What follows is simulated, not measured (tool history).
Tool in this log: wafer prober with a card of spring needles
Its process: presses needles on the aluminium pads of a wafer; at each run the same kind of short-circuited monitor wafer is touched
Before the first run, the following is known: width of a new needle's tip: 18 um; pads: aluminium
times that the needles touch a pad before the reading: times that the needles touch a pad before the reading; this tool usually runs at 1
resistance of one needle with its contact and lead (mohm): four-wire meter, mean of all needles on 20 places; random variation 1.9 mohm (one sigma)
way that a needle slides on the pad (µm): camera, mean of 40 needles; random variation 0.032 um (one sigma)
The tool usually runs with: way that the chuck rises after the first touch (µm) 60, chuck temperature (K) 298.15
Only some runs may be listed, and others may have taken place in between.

run,hour,way that the chuck rises after the first touch (µm),chuck temperature (K),times that the needles touch a pad before the reading,resistance of one needle with its contact and lead (mohm),way that a needle slides on the pad (µm)
1,0,60,298.15,1,207,10.8
# hour 3.7: tips cleaned on abrasive film
# hour 12.8: tips cleaned on abrasive film
# hour 21.8: tips cleaned on abrasive film
# hour 30.8: tips cleaned on abrasive film
# hour 38: tips cleaned on abrasive film
# hour 47.1: tips cleaned on abrasive film
# hour 56.1: tips cleaned on abrasive film
# hour 65.1: tips cleaned on abrasive film
# hour 74.1: tips cleaned on abrasive film
# hour 83.2: tips cleaned on abrasive film
# hour 90.5: tips cleaned on abrasive film
2,90.5,60,298.15,1,212,10.78
# hour 99.5: tips cleaned on abrasive film
# hour 106.7: tips cleaned on abrasive film
# hour 115.8: tips cleaned on abrasive film
# hour 124.8: tips cleaned on abrasive film
# hour 133.8: tips cleaned on abrasive film
# hour 142.8: tips cleaned on abrasive film
# hour 151.9: tips cleaned on abrasive film
3,158.4,60,298.15,1,207,10.76
# hour 160.3: tips cleaned on abrasive film
# hour 169.3: tips cleaned on abrasive film
# hour 169.6: height of the first contact set anew
# hour 178.6: tips cleaned on abrasive film
# hour 187.6: tips cleaned on abrasive film
# hour 196.7: tips cleaned on abrasive film
# hour 203.9: tips cleaned on abrasive film
# hour 212.9: tips cleaned on abrasive film
# hour 221.9: tips cleaned on abrasive film
4,221.9,60,384.15,1,228,10.73
# hour 230.9: tips cleaned on abrasive film
# hour 238.1: tips cleaned on abrasive film
# hour 247.1: tips cleaned on abrasive film
# hour 254.4: tips cleaned on abrasive film
# hour 263.4: tips cleaned on abrasive film
# hour 272.4: tips cleaned on abrasive film
# hour 281.5: tips cleaned on abrasive film
# hour 290.5: tips cleaned on abrasive film
# hour 299.5: tips cleaned on abrasive film
# hour 306.7: tips cleaned on abrasive film
# hour 315.8: tips cleaned on abrasive film
5,318.1,60,384.15,1,225,10.69
# hour 323.5: tips cleaned on abrasive film
# hour 332.5: tips cleaned on abrasive film
# hour 341.6: tips cleaned on abrasive film
# hour 348.8: tips cleaned on abrasive film
# hour 357.8: tips cleaned on abrasive film
# hour 365.1: tips cleaned on abrasive film
# hour 374.1: tips cleaned on abrasive film
# hour 381.3: tips cleaned on abrasive film
# hour 390.4: tips cleaned on abrasive film
# hour 397.6: tips cleaned on abrasive film
# hour 406.6: tips cleaned on abrasive film
6,407.8,60,384.15,1,230,10.71
# hour 415: tips cleaned on abrasive film
# hour 424.1: tips cleaned on abrasive film
# hour 433.1: tips cleaned on abrasive film
# hour 442.1: tips cleaned on abrasive film
# hour 451.1: tips cleaned on abrasive film
# hour 458.4: tips cleaned on abrasive film
# hour 467.4: tips cleaned on abrasive film
# hour 474.6: tips cleaned on abrasive film
7,477.9,60,298.15,1,206,10.72
# hour 480: height of the first contact set anew
# hour 483.7: tips cleaned on abrasive film
# hour 492.7: tips cleaned on abrasive film
# hour 501.7: tips cleaned on abrasive film
# hour 509: tips cleaned on abrasive film
# hour 518: tips cleaned on abrasive film
# hour 525.2: tips cleaned on abrasive film
# hour 534.2: tips cleaned on abrasive film
# hour 541.5: tips cleaned on abrasive film
8,546.3,60,298.15,1,207,10.71
# hour 549.9: tips cleaned on abrasive film
# hour 559: tips cleaned on abrasive film
# hour 568: tips cleaned on abrasive film
# hour 577: tips cleaned on abrasive film
# hour 586: tips cleaned on abrasive film
# hour 593.3: tips cleaned on abrasive film
# hour 602.3: tips cleaned on abrasive film
# hour 611.3: tips cleaned on abrasive film
# hour 620.3: tips cleaned on abrasive film
9,621.7,60,302.15,1,207,10.63
# hour 629: tips cleaned on abrasive film
# hour 638: tips cleaned on abrasive film
# hour 645.2: tips cleaned on abrasive film
# hour 654.3: tips cleaned on abrasive film
# hour 661.5: tips cleaned on abrasive film
# hour 670.5: tips cleaned on abrasive film
# hour 679.5: tips cleaned on abrasive film
# hour 688.6: tips cleaned on abrasive film
# hour 695.9: tips cleaned on abrasive film
10,695.9,60,376.15,1,227,10.61
# hour 703.1: tips cleaned on abrasive film
# hour 712.2: tips cleaned on abrasive film
# hour 721.2: tips cleaned on abrasive film
# hour 730.2: tips cleaned on abrasive film
# hour 739.2: tips cleaned on abrasive film
# hour 748.3: tips cleaned on abrasive film
# hour 755.5: tips cleaned on abrasive film
# hour 763.3: tips cleaned on abrasive film
11,763.3,51,336.15,2,220,9.04
# hour 770.5: tips cleaned on abrasive film
# hour 779.5: tips cleaned on abrasive film
# hour 786.8: tips cleaned on abrasive film
# hour 790.6: height of the first contact set anew
# hour 796.1: tips cleaned on abrasive film
# hour 803.3: tips cleaned on abrasive film
# hour 812.4: tips cleaned on abrasive film
# hour 821.4: tips cleaned on abrasive film
# hour 828.6: tips cleaned on abrasive film
# hour 837.6: tips cleaned on abrasive film
# hour 846.7: tips cleaned on abrasive film
12,848.2,51,336.15,2,221,9.04
# hour 855.5: tips cleaned on abrasive film
# hour 864.5: tips cleaned on abrasive film
# hour 873.5: tips cleaned on abrasive film
# hour 882.5: tips cleaned on abrasive film
13,889.5,43,298.15,1,215,7.61
# hour 891.4: tips cleaned on abrasive film
# hour 900.5: tips cleaned on abrasive film
# hour 909.5: tips cleaned on abrasive film
# hour 918.5: tips cleaned on abrasive film
# hour 927.5: tips cleaned on abrasive film
# hour 936.6: tips cleaned on abrasive film
# hour 945.6: tips cleaned on abrasive film
# hour 954.6: tips cleaned on abrasive film
# hour 963.6: tips cleaned on abrasive film
# hour 971.8: tips cleaned on abrasive film
14,971.8,43,367.15,2,230,7.6
# hour 980.8: tips cleaned on abrasive film
# hour 989.8: tips cleaned on abrasive film
# hour 997.1: tips cleaned on abrasive film
# hour 1006.1: tips cleaned on abrasive film
15,1012.6,43,367.15,2,231,7.59

Run 16 is up next; what results do you expect?
# hour 1014.5: tips cleaned on abrasive film
# hour 1021.7: tips cleaned on abrasive film
# hour 1030.7: tips cleaned on abrasive film
# hour 1039.8: tips cleaned on abrasive film
# hour 1048.8: tips cleaned on abrasive film
# hour 1057.8: tips cleaned on abrasive film
16,1063.9,43,330.15,1,?,?

{"run 16": {"resistance of one needle with its contact and lead (mohm)": 222, "way that a needle slides on the pad (µm)": 7.59}}
With no hidden state in the tool, this same run would have given resistance of one needle with its contact and lead (mohm) 221, way that a needle slides on the pad (µm) 7.69.
